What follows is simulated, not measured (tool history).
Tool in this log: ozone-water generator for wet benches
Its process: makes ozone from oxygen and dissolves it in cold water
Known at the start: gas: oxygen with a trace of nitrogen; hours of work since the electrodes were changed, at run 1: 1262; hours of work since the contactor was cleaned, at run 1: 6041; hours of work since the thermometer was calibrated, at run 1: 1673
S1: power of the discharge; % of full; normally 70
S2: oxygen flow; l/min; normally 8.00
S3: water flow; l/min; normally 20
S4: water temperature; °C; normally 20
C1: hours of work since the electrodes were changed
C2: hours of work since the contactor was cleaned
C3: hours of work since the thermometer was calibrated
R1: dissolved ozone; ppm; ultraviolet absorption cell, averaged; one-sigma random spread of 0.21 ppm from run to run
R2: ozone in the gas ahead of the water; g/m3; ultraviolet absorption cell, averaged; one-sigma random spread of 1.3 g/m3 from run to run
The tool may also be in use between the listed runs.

Run 1, hour 0.0: usual settings; C1 1262; C2 6041; C3 1673. Result: R1 27.8 ppm, R2 230.0 g/m3.
Run 2, hour 36.3: usual settings; C1 1288; C2 6067; C3 1699. Result: R1 27.6 ppm, R2 231.4 g/m3.
Run 3, hour 60.2: usual settings; C1 1305; C2 6085; C3 1716. Result: R1 27.7 ppm, R2 229.6 g/m3.
Run 4, hour 91.7: usual settings; C1 1328; C2 6107; C3 1738. Result: R1 27.6 ppm, R2 229.5 g/m3.
Run 5, hour 130.6: usual settings; C1 1355; C2 6135; C3 1766. Result: R1 27.7 ppm, R2 230.7 g/m3.
Run 6, hour 158.7: usual settings; C1 1375; C2 6155; C3 1786. Result: R1 27.9 ppm, R2 232.2 g/m3.
Run 7, hour 194.3: usual settings; C1 1401; C2 6181; C3 1812. Result: R1 28.0 ppm, R2 228.8 g/m3.
Run 8, hour 237.8: usual settings; C1 1432; C2 6212; C3 1843. Result: R1 27.9 ppm, R2 229.9 g/m3.
Run 9, hour 263.0: usual settings; C1 1450; C2 6230; C3 1861. Result: R1 27.9 ppm, R2 228.1 g/m3.
Run 10, hour 284.8: usual settings but S1 84 % of full, S4 23 °C; C1 1466; C2 6245; C3 1876. Result: R1 30.1 ppm, R2 265.3 g/m3.
Run 11, hour 306.6: usual settings but S1 84 % of full, S2 7.78 l/min, S4 12 °C; C1 1481; C2 6261; C3 1892. Result: R1 36.6 ppm, R2 268.5 g/m3.
Run 12, hour 353.6: usual settings but S1 73 % of full, S2 12.47 l/min, S3 18 l/min, S4 14 °C; C1 1515; C2 6295; C3 1926. Result: R1 32.1 ppm, R2 191.0 g/m3.
Run 13, hour 386.8: usual settings but S2 11.85 l/min; C1 1539; C2 6318; C3 1949. Result: R1 26.1 ppm, R2 188.1 g/m3.
Run 14, hour 427.2: usual settings but S1 93 % of full, S2 5.72 l/min, S3 13 l/min, S4 14 °C; C1 1568; C2 6347; C3 1978. Result: R1 51.8 ppm, R2 340.8 g/m3.
Run 15, hour 475.9: usual settings but S1 93 % of full, S2 5.72 l/min, S3 13 l/min, S4 14 °C; C1 1602; C2 6382; C3 2013. Result: R1 51.2 ppm, R2 340.1 g/m3.
Run 16, hour 518.1: usual settings but S1 93 % of full, S2 5.72 l/min, S3 13 l/min, S4 14 °C; C1 1633; C2 6412; C3 2043. Result: R1 51.8 ppm, R2 341.6 g/m3.
Run 17, hour 555.0: usual settings but S3 28 l/min; C1 1659; C2 6439; C3 2070. Result: R1 22.1 ppm, R2 230.4 g/m3.

Each row is a separate what-if for the run after 17, all from the same tool condition, not one after another. Results?
Run A, hour 596.8: usual settings but S1 44 % of full, S3 28 l/min, S4 14 °C; C1 1689; C2 6468; C3 2100. Result: R1 ?, R2 ?.
Run B, hour 596.8: usual settings but S1 73 % of full, S3 19 l/min, S4 21 °C; C1 1689; C2 6468; C3 2100. Result: R1 ?, R2 ?.
Run C, hour 596.8: usual settings but S1 57 % of full, S3 28 l/min; C1 1689; C2 6468; C3 2100. Result: R1 ?, R2 ?.

run    R1     R2
  A  16.6  158.8
  B  29.1  237.0
  C  18.5  192.9
Stripped of hidden state, with their random variation kept, the same runs would have yielded:
run    R1     R2
  A  18.0  160.7
  B  31.6  241.7
  C  20.1  195.9
